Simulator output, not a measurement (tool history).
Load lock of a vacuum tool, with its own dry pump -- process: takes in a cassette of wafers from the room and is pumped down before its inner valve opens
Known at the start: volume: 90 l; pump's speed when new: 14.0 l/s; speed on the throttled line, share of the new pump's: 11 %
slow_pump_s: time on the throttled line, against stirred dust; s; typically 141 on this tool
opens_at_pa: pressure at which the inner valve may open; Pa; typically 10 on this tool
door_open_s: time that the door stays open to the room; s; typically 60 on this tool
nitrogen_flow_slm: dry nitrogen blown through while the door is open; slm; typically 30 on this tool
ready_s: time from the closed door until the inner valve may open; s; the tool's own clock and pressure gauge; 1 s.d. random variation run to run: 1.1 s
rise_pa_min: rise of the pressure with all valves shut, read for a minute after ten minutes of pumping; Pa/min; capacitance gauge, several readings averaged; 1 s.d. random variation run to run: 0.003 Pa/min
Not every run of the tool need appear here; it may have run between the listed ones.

run	hour	slow_pump_s	opens_at_pa	door_open_s	nitrogen_flow_slm	incoming humidity of the room's air, %	ready_s	rise_pa_min
1	0	141	10	60	30	47.3	184.4	0.021
2	123.5	141	10	60	30	45.7	186.1	0.018
3	248.5	141	10	60	30	46.7	186.9	0.014
4	365.6	141	10	60	30	44.3	185	0.017
5	508.9	141	10	60	30	44.2	185.6	0.024
6	631	141	10	167	30	44.7	184.8	0.034
7	709.2	141	10	167	30	46.7	184.8	0.03
8	792.9	141	10	60	30	44.5	186.3	0.019
9	922.6	141	10	60	30	45.3	186.6	0.022
10	1054.2	141	10	60	30	46.6	185.7	0.02
11	1137.4	141	10	60	30	48.8	184.5	0.025
12	1254.1	243	10	60	30	45.8	277.5	0.024
13	1427.6	243	10	60	30	43.5	276.8	0.016
14	1532.5	243	10	60	30	47.5	276.7	0.02
15	1635.9	141	10	168	30	47.6	186.7	0.036
16	1733.3	141	10	168	30	48.3	186.1	0.034
17	1871.6	163	10	60	30	45.2	206.9	0.018
18	1980.2	141	10	60	7	42.1	185.7	0.03
19	2092.2	141	10	60	7	44.1	185.9	0.031
20	2202.8	131	12	28	7	45.8	175.4	0.019
21	2330.2	131	12	28	7	43.6	174.5	0.021
22	2486.2	131	12	28	7	46.7	173.3	0.023
23	2586.2	131	12	28	7	47.8	175.9	0.026
24	2773	131	12	28	7	44.4	174.8	0.021
25	2881.7	147	13	160	4	42.1	187	0.052
26	3004.2	147	13	160	4	46.5	192.5	0.054
27	3101	147	17	119	4	44.5	186.7	0.052
28	3220.8	118	10	83	5	46	163	0.033
29	3401.7	118	10	83	5	44.8	164.9	0.043
30	3535.9	118	10	83	5	44.8	165.2	0.038
31	3660.5	118	10	83	5	46.1	164.6	0.037
32	3746.1	75	12	83	5	45	126.1	0.042
33	3836.4	201	10	60	8	41.3	238.6	0.026
34	3919	201	15	36	8	42	236.3	0.024
35	4027.9	141	10	73	30	44.4	187.7	0.023
36	4209.4	118	9	113	17	44.8	166.7	0.037
37	4371.7	118	9	113	17	47.1	166.2	0.044

Alternative continuations, all from the tool just after run 37; predict every row:
A	4495	85	9	60	10	42.5	?	?
B	4495	90	10	113	13	49.3	?	?
C	4495	118	9	43	17	44.4	?	?
D	4495	118	9	113	7	41.6	?	?

run	ready_s	rise_pa_min
A	136.5	0.027
B	139.6	0.044
C	164.6	0.023
D	167	0.039
Had the tool no hidden state, the same runs would have come out as:
run	ready_s	rise_pa_min
A	136.4	0.026
B	139.5	0.043
C	164.5	0.023
D	166.9	0.039
